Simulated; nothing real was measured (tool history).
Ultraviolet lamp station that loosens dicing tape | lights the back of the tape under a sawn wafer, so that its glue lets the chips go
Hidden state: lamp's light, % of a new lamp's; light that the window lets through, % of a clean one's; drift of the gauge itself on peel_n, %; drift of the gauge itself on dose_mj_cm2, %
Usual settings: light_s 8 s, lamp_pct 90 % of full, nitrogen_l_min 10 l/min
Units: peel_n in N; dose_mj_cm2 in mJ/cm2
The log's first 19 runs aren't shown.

run,hour,light_s,lamp_pct,nitrogen_l_min,hours of work of the lamp,hours of work since the window was cleaned,peel_n,dose_mj_cm2
20,246.2,8,74,10,298,345,0.447,190
21,265.6,8,90,3,308,355,0.924,235
22,279.8,9,90,5,316,363,0.433,263
23,299.7,9,90,5,327,374,0.439,262
24,316.2,9,90,5,336,383,0.443,263
25,336.2,4,71,13,347,394,1.430,93
26,350.8,9,75,4,355,402,0.804,220
27,371.8,9,75,4,366,413,0.838,215
# hour 387.8: window cleaned of glue's vapour
28,389.0,9,75,4,375,1,0.810,214
29,401.4,5,80,10,382,7,1.022,130
30,417.9,7,90,5,391,16,0.783,205
31,439.0,6,83,9,402,28,0.722,161
32,452.9,11,90,5,410,35,0.267,322
33,465.6,8,79,10,417,42,0.375,205
34,486.2,8,89,10,428,54,0.270,230
35,505.3,5,90,10,438,64,0.783,144
36,525.5,8,98,10,449,75,0.223,248
37,540.5,7,61,10,458,83,0.916,141

5 ways to go on from here, each from the tool as it stands after run 37. What would each give?
A,558.8,7,90,10,468,93,?,?
B,558.8,7,69,19,468,93,?,?
C,558.8,9,67,15,468,93,?,?
D,558.8,4,90,6,468,93,?,?
E,558.8,4,90,10,468,93,?,?

run,peel_n,dose_mj_cm2
A,0.384,204
B,0.417,156
C,0.292,191
D,1.687,116
E,1.202,115
Without the tool's hidden state the same runs would have given:
run,peel_n,dose_mj_cm2
A,0.382,204
B,0.415,156
C,0.290,192
D,1.682,116
E,1.198,116

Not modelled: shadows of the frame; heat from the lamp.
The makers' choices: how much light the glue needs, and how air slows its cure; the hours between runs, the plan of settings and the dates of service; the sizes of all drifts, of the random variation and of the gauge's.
